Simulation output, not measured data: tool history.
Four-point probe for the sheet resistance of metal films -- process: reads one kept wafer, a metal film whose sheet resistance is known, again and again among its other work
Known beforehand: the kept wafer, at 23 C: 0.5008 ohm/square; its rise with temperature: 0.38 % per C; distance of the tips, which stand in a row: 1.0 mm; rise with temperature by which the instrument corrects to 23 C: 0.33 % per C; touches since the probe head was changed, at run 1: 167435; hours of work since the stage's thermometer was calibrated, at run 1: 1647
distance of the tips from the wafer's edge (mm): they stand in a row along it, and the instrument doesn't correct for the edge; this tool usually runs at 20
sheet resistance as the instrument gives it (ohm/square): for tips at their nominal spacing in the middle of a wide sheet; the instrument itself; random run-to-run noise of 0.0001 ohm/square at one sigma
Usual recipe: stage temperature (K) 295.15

run    hour  stage temperature (K)  distance of the tips from the wafer's edge (mm)  touches since the probe head was changed  hours of work since the stage's thermometer was calibrated  sheet resistance as the instrument gives it (ohm/square)
  1     0.0                 295.15                                               20                                    167435                                                        1647                                                  0.495717
  2    61.5                 298.15                                               20                                    170172                                                        1677                                                  0.496475
  3   185.9                 298.15                                               20                                    175714                                                        1739                                                  0.496156
  4   258.2                 298.15                                               20                                    178937                                                        1776                                                  0.496204
  5   315.4                 295.15                                               24                                    181485                                                        1804                                                  0.495003
  6   417.5                 295.15                                               24                                    186032                                                        1855                                                  0.494905
  7   498.7                 291.15                                               10                                    189650                                                        1896                                                  0.496044
  8   584.1                 291.15                                               10                                    193454                                                        1939                                                  0.495921
      658.1  -- new probe head fitted
  9   703.3                 302.15                                               46                                      2015                                                        1998                                                  0.502342
 10   793.3                 302.15                                               46                                      6023                                                        2043                                                  0.502336
 11   897.7                 298.15                                               35                                     10676                                                        2095                                                  0.501262
 12  1028.4                 294.15                                                4                                     16497                                                        2160                                                  0.516089

Hidden condition of the tool, last listed run before each entry between runs versus first listed run after:
Logged between run 8 and run 9: new probe head fitted (hour 658.1)
  inner tips' distance over the nominal, %: -1.323 -> -0.209; tips' flats over new ones', %: 76 -> 1; wafer's true temperature over the reading, C: 0.55 -> 0.57
  what was measured, less what the result would be without the hidden state, sheet resistance as the instrument gives it (ohm/square): -0.006111 -> -0.000070

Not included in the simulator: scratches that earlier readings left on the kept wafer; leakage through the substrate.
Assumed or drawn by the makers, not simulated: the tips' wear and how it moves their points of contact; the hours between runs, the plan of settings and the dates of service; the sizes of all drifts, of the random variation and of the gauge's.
